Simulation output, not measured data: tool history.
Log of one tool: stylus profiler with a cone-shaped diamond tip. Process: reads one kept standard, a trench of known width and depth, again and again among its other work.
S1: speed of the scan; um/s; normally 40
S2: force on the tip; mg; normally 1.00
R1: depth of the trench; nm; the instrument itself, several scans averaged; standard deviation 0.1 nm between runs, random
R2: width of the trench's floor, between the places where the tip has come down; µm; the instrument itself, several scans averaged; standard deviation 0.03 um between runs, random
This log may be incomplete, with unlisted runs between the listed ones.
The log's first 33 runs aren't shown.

run    hour   S1    S2      R1     R2
 34   808.1  130  0.40  501.26  93.65
 35   824.6  130  0.40  500.93  93.65
 36   852.4  130  0.40  501.09  93.61
 37   873.9   12  0.35  501.25  94.60
 38   891.7   12  0.35  500.95  94.64
 39   914.9   29  0.35  501.19  94.41
 40   941.8   29  0.35  501.18  94.44
 41   975.5   11  0.91  502.22  94.61
 42  1001.2   51  1.52  502.87  94.46

3 options for the next run, each taken on its own from the tool as it stands now. Forecast them:
  A  1018.1   51  2.21   ?   ?
  B  1018.1  126  1.00   ?   ?
  C  1018.1   40  0.78   ?   ?

run      R1     R2
  A  503.93  94.44
  B  502.19  93.94
  C  502.08  94.43
Take away the tool's hidden state, keep each run's random variation, and the runs would have read:
run      R1     R2
  A  503.93  95.41
  B  502.18  94.91
  C  502.08  95.40
